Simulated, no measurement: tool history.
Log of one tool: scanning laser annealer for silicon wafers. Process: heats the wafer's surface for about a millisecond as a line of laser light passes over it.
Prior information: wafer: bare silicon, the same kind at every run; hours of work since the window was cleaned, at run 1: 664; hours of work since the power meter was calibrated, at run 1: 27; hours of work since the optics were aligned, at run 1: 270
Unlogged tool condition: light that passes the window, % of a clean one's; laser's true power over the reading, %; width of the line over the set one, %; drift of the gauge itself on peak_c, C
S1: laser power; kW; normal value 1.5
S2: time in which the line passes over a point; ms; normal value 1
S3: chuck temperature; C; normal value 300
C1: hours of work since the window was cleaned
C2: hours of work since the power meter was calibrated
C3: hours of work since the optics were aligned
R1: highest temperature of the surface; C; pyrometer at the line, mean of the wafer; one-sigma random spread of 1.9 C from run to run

run,hour,S1,S2,S3,C1,C2,C3,R1
1,0,1.5,1,300,664,27,270,1058
2,29.5,1.5,1,300,682,45,288,1057
3,52.9,1.5,0.74,300,697,60,302,954
4,75.5,1.5,0.74,300,710,74,316,953
5,104.7,1.5,0.74,300,728,92,334,951
6,126,1.5,0.74,300,742,105,347,949
7,154.6,1.418,0.74,300,759,122,365,901
8,171.7,1.418,0.74,300,770,133,375,902
9,200.8,1.418,0.74,300,788,151,393,901
10,225.8,1.418,0.74,300,803,166,409,902
11,242.2,1.5,1,300,813,176,419,1042
12,255.8,1.5,1,300,822,185,427,1044
13,269,1.5,1,300,830,193,435,1041
14,283.4,1.5,1,300,839,202,444,1043
15,298.4,1.5,0.86,299,848,211,453,989
16,311.7,1.5,0.86,299,856,219,462,991
17,341.2,1.55,0.86,301,874,237,480,1020
# hour 355.1: window over the wafer cleaned
18,366.5,1.55,0.86,301,7,252,494,1072
19,383.4,1.55,0.86,301,17,262,505,1066
20,411.5,1.327,0.77,301,35,279,522,899
21,425.7,1.561,0.77,301,43,288,531,1033
22,445.4,1.501,1.09,301,56,300,543,1129
23,469.5,1.501,1.12,274,70,315,558,1107
24,495.5,1.434,0.74,310,86,331,574,958
25,518.1,1.468,0.9,319,100,345,587,1048
26,539.9,1.468,1.01,323,114,359,601,1091
27,556.3,1.521,1.01,273,124,369,611,1073
28,582.6,1.451,1,265,140,385,627,1020

The same runs without the tool's hidden state, with the same run-to-run variation:
run,R1
1,1107
2,1108
3,999
4,998
5,998
6,997
7,947
8,949
9,948
10,950
11,1102
12,1105
13,1103
14,1105
15,1047
16,1050
17,1082
18,1084
19,1079
20,910
21,1046
22,1145
23,1124
24,973
25,1066
26,1110
27,1094
28,1041

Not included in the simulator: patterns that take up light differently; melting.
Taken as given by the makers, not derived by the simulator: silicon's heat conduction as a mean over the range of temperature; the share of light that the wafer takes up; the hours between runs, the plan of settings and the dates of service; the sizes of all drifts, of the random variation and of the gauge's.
